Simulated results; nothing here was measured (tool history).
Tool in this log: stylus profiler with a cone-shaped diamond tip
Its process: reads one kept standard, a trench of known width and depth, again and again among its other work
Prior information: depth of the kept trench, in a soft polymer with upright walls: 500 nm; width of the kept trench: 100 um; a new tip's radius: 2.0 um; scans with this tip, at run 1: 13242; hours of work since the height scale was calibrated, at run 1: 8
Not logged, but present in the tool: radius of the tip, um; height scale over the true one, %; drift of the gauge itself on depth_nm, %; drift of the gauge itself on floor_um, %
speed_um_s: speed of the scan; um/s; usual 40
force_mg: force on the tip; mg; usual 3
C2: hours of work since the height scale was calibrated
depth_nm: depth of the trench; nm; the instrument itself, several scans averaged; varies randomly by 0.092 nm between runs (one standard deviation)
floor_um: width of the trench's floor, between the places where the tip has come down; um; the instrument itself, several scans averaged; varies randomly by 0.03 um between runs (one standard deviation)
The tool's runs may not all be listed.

{"run": 1, "hour": 0.0, "speed_um_s": 40, "force_mg": 3, "scans with this tip": 13242, "C2": 8, "depth_nm": 507.3, "floor_um": 96.07}
{"run": 2, "hour": 96.4, "speed_um_s": 40, "force_mg": 3, "scans with this tip": 13505, "C2": 62, "depth_nm": 507.39, "floor_um": 96.04}
{"run": 3, "hour": 222.0, "speed_um_s": 21, "force_mg": 3, "scans with this tip": 13846, "C2": 134, "depth_nm": 507.08, "floor_um": 96.19}
{"run": 4, "hour": 339.3, "speed_um_s": 40, "force_mg": 5.8, "scans with this tip": 14166, "C2": 200, "depth_nm": 511.24, "floor_um": 96.11}
{"run": 5, "hour": 452.6, "speed_um_s": 40, "force_mg": 5.8, "scans with this tip": 14474, "C2": 265, "depth_nm": 511.08, "floor_um": 96.03}
{"run": 6, "hour": 506.1, "speed_um_s": 56, "force_mg": 5.8, "scans with this tip": 14620, "C2": 295, "depth_nm": 511.17, "floor_um": 96.01}
{"run": 7, "hour": 627.6, "speed_um_s": 40, "force_mg": 3, "scans with this tip": 14950, "C2": 364, "depth_nm": 506.94, "floor_um": 95.98}
{"run": 8, "hour": 747.8, "speed_um_s": 40, "force_mg": 2.84, "scans with this tip": 15277, "C2": 432, "depth_nm": 506.28, "floor_um": 95.97}
{"run": 9, "hour": 837.2, "speed_um_s": 40, "force_mg": 2.84, "scans with this tip": 15521, "C2": 483, "depth_nm": 506.16, "floor_um": 95.94}
{"run": 10, "hour": 923.4, "speed_um_s": 40, "force_mg": 5.38, "scans with this tip": 15756, "C2": 532, "depth_nm": 510.12, "floor_um": 96.03}
{"hour": 933.2, "done": "height scale calibrated on a step standard"}
{"run": 11, "hour": 1007.8, "speed_um_s": 40, "force_mg": 3, "scans with this tip": 15984, "C2": 42, "depth_nm": 505.94, "floor_um": 95.9}
{"run": 12, "hour": 1083.7, "speed_um_s": 40, "force_mg": 3, "scans with this tip": 16191, "C2": 85, "depth_nm": 505.79, "floor_um": 95.93}
{"run": 13, "hour": 1197.5, "speed_um_s": 12, "force_mg": 3, "scans with this tip": 16500, "C2": 150, "depth_nm": 505.72, "floor_um": 96.05}
{"run": 14, "hour": 1312.8, "speed_um_s": 12, "force_mg": 3, "scans with this tip": 16814, "C2": 216, "depth_nm": 505.71, "floor_um": 96.06}
{"run": 15, "hour": 1400.1, "speed_um_s": 112, "force_mg": 2.1, "scans with this tip": 17052, "C2": 265, "depth_nm": 503.84, "floor_um": 95.32}
{"run": 16, "hour": 1516.2, "speed_um_s": 95, "force_mg": 3.61, "scans with this tip": 17368, "C2": 331, "depth_nm": 506.3, "floor_um": 95.59}
{"run": 17, "hour": 1607.1, "speed_um_s": 20, "force_mg": 4.46, "scans with this tip": 17615, "C2": 383, "depth_nm": 507.56, "floor_um": 96.01}

Estimate the outcome of run 18 from the log above:
{"hour": 1627.1, "done": "height scale calibrated on a step standard, once more"}
{"run": 18, "hour": 1673.7, "speed_um_s": 26, "force_mg": 1.46, "scans with this tip": 17795, "C2": 26, "depth_nm": "?", "floor_um": "?"}

For run 18 the tool returned depth_nm 504.76 nm, floor_um 95.88 um.
Were there no unlogged condition in the tool, this run, its random variation unchanged, would have produced depth_nm 504.56 nm, floor_um 97.18 um.

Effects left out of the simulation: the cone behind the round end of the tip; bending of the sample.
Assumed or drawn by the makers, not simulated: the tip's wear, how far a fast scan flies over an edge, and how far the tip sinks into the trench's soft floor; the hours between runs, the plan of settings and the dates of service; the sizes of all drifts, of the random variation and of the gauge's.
